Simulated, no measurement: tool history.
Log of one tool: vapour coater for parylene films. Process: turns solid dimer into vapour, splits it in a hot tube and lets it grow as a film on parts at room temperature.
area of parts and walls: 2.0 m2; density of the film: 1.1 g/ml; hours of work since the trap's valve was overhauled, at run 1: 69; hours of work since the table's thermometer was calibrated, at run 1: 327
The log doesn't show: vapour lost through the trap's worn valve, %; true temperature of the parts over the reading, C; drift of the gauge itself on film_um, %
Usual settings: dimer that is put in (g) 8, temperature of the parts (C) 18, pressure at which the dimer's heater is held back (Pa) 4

run,hour,dimer that is put in (g),temperature of the parts (C),pressure at which the dimer's heater is held back (Pa),hours of work since the trap's valve was overhauled,hours of work since the table's thermometer was calibrated,thickness of the film (µm)
1,0,8,18,4,69,327,1.808
2,57.3,8,18,4,102,359,1.807
3,123.3,8,18,4,140,397,1.78
4,182.5,8,18,4,174,431,1.775
5,247.1,8,18,4,211,468,1.78
6,309.1,8,18,4,246,503,1.762
7,348.6,8,24,4,269,526,1.305
8,392.1,3,14,4,294,551,0.792
9,426.8,3,27,4,314,571,0.419
10,456.3,13,18,3.32,331,588,2.898
11,525.9,9,18,9.89,370,627,1.642
12,557.5,8,22,11.79,388,646,1.164
13,590.9,12,12,4.96,408,665,3.259
14,647.9,12,12,4.96,440,697,3.267

3 ways to go on from here, each from the tool as it stands after run 14. What would each give?
A,705.8,14,11,2.14,473,730,?
B,705.8,7,21,3.56,473,730,?
C,705.8,4,21,4,473,730,?

run,thickness of the film (µm)
A,4.61
B,1.299
C,0.723
Without the tool's hidden state the same runs would have given:
run,thickness of the film (µm)
A,4.951
B,1.395
C,0.777

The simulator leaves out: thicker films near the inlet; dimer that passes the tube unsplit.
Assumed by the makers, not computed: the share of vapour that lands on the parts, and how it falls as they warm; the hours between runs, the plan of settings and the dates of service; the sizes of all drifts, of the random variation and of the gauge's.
